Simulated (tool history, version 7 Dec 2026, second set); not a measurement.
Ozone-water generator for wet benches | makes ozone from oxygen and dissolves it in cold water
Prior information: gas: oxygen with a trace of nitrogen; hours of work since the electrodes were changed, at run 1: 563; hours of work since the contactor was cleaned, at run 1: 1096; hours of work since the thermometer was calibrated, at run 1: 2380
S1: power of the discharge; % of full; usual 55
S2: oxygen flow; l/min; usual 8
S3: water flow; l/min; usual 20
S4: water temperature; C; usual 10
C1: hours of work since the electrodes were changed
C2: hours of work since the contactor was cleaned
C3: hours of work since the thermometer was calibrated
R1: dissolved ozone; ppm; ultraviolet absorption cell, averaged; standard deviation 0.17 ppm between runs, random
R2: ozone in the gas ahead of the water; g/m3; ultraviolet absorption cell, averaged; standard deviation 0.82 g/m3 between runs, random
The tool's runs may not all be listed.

run 1 hour=0 | S1=55 S2=8 S3=20 S4=10 | C1=563 C2=1096 C3=2380 | R1=22.2 R2=128.8
run 2 hour=208.5 | S1=55 S2=8 S3=20 S4=10 | C1=768 C2=1301 C3=2585 | R1=22.3 R2=129.1
run 3 hour=312.6 | S1=55 S2=8 S3=20 S4=10 | C1=870 C2=1403 C3=2687 | R1=21.9 R2=128.8
run 4 hour=457 | S1=55 S2=8 S3=20 S4=10 | C1=1012 C2=1545 C3=2829 | R1=22.2 R2=128.3
-- hour=640.4 water thermometer calibrated
run 5 hour=683.1 | S1=55 S2=8 S3=20 S4=10 | C1=1234 C2=1766 C3=42 | R1=22.2 R2=129.2
run 6 hour=816.4 | S1=55 S2=8 S3=20 S4=5 | C1=1365 C2=1897 C3=173 | R1=24.2 R2=128.5
run 7 hour=910.8 | S1=55 S2=8 S3=26 S4=5 | C1=1458 C2=1990 C3=266 | R1=19.7 R2=129.3
run 8 hour=1036.5 | S1=94 S2=8.18 S3=28 S4=6 | C1=1581 C2=2114 C3=389 | R1=27.1 R2=189.6
run 9 hour=1143 | S1=70 S2=8.18 S3=28 S4=6 | C1=1686 C2=2218 C3=494 | R1=21.7 R2=152.2
run 10 hour=1256.3 | S1=55 S2=8 S3=14 S4=15 | C1=1797 C2=2330 C3=605 | R1=25.1 R2=128.7

Here are 3 independent what-if runs from the current tool condition. What would each one return?
run A hour=1446.8 | S1=56 S2=8.85 S3=20 S4=10 | C1=1984 C2=2517 C3=792 | R1=? R2=?
run B hour=1446.8 | S1=42 S2=5.49 S3=20 S4=10 | C1=1984 C2=2517 C3=792 | R1=? R2=?
run C hour=1446.8 | S1=55 S2=8 S3=20 S4=9 | C1=1984 C2=2517 C3=792 | R1=? R2=?

run=A R1=22.1 R2=122.6
run=B R1=19.2 R2=136.9
run=C R1=22.5 R2=129.6
The same runs, with their run-to-run variation unchanged, on a tool lacking any hidden condition would have given:
run=A R1=22.2 R2=122.7
run=B R1=19.2 R2=137
run=C R1=22.5 R2=129.6

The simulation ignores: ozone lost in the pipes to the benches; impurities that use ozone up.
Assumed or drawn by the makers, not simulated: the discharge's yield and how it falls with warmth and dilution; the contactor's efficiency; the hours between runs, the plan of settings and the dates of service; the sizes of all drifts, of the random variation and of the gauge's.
